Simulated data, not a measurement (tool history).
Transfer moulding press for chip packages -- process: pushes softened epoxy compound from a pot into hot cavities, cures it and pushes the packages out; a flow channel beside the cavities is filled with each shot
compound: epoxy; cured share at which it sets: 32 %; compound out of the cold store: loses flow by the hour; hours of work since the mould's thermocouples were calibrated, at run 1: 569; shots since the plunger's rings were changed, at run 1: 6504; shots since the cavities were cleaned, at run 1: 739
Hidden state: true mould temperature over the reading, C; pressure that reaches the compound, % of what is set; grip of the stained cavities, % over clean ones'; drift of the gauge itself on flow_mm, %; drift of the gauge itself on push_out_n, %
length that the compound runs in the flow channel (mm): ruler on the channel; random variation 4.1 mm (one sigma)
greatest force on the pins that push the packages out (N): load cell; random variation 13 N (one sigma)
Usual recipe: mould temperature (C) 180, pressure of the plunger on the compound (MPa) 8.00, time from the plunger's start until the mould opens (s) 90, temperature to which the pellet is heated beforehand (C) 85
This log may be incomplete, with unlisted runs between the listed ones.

run   hour  mould temperature (C)  pressure of the plunger on the compound (MPa)  time from the plunger's start until the mould opens (s)  temperature to which the pellet is heated beforehand (C)  hours of work since the mould's thermocouples were calibrated  shots since the plunger's rings were changed  shots since the cavities were cleaned  incoming compound's hours out of the cold store  length that the compound runs in the flow channel (mm)  greatest force on the pins that push the packages out (N)
  1    0.0                    180                                           8.00                                                       90                                                        85                                                            569                                          6504                                    739                                             22.0                                                     660                                                        857
       6.8  -- plunger's sealing rings changed
      15.8  -- cavities cleaned with cleaning compound and waxed
  2   20.3                    180                                           8.00                                                       90                                                        85                                                            582                                           192                                     71                                             26.7                                                     697                                                        646
  3   31.7                    180                                           8.00                                                       90                                                        85                                                            591                                           375                                    254                                              9.3                                                     744                                                        760
  4   52.6                    180                                           8.14                                                       90                                                        85                                                            608                                           711                                    590                                             38.9                                                     672                                                        796
  5   66.6                    180                                           8.14                                                       90                                                        85                                                            618                                           934                                    813                                             39.1                                                     673                                                        861
      76.4  -- cavities cleaned with cleaning compound and waxed
  6   78.3                    180                                           8.14                                                       90                                                        85                                                            627                                          1098                                     31                                             12.8                                                     740                                                        662
  7   95.5                    185                                           8.00                                                       90                                                        85                                                            640                                          1374                                    307                                             26.9                                                     691                                                        617
  8  115.5                    185                                           8.00                                                       90                                                        85                                                            656                                          1694                                    627                                             47.7                                                     638                                                        645
     135.8  -- cavities cleaned with cleaning compound and waxed
  9  138.9                    185                                           8.00                                                       90                                                        85                                                            673                                          2047                                     52                                             25.1                                                     679                                                        542
 10  161.5                    185                                           8.00                                                       90                                                        85                                                            691                                          2408                                    413                                             34.0                                                     657                                                        645
 11  179.5                    180                                           6.05                                                       90                                                        85                                                            705                                          2697                                    702                                             19.7                                                     612                                                        890
     195.1  -- cavities cleaned with cleaning compound and waxed
 12  198.0                    180                                           6.05                                                       90                                                        85                                                            718                                          2970                                     48                                             18.3                                                     604                                                        670
     202.0  -- mould's thermocouples calibrated
 13  209.1                    180                                           8.00                                                       90                                                        85                                                              6                                          3116                                    194                                             44.8                                                     642                                                        735
 14  220.7                    180                                           8.00                                                       90                                                        85                                                             15                                          3302                                    380                                             30.6                                                     667                                                        805
 15  240.6                    180                                           8.00                                                       90                                                        85                                                             30                                          3621                                    699                                             32.1                                                     667                                                        875
     257.1  -- cavities cleaned with cleaning compound and waxed
 16  258.0                    180                                           8.00                                                       90                                                        85                                                             43                                          3876                                     15                                             25.4                                                     680                                                        683
     265.0  -- mould's thermocouples calibrated, once more
 17  276.5                    187                                           8.00                                                      120                                                        85                                                              9                                          4140                                    279                                             34.0                                                     654                                                        510
 18  288.2                    187                                           8.00                                                      120                                                        85                                                             18                                          4328                                    467                                             13.1                                                     695                                                        555
 19  301.0                    176                                           7.04                                                       90                                                        85                                                             28                                          4533                                    672                                             10.3                                                     670                                                       1153
     319.3  -- cavities cleaned with cleaning compound and waxed
 20  320.5                    178                                           9.37                                                       81                                                        85                                                             42                                          4821                                     18                                             32.9                                                     707                                                        928
 21  330.3                    180                                           8.73                                                       90                                                        78                                                             50                                          4979                                    176                                             14.3                                                     723                                                        711
 22  339.9                    180                                           8.73                                                       90                                                        78                                                             58                                          5134                                    331                                             20.8                                                     711                                                        779
 23  354.7                    180                                           8.73                                                       90                                                        78                                                             69                                          5371                                    568                                             45.6                                                     653                                                        811
 24  374.1                    180                                           8.07                                                       77                                                        78                                                             85                                          5681                                    878                                              9.6                                                     703                                                       1425

What does the tool deliver on the next run?
     378.4  -- cavities cleaned with cleaning compound and waxed
 25  389.7                    180                                           8.00                                                      108                                                        75                                                             96                                          5907                                    181                                             11.7                                                       ?                                                          ?

Run 25 yielded length that the compound runs in the flow channel (mm) 700, greatest force on the pins that push the packages out (N) 558.
On a tool with no hidden condition, and with the same random variation, this run would have come out at length that the compound runs in the flow channel (mm) 745, greatest force on the pins that push the packages out (N) 489.

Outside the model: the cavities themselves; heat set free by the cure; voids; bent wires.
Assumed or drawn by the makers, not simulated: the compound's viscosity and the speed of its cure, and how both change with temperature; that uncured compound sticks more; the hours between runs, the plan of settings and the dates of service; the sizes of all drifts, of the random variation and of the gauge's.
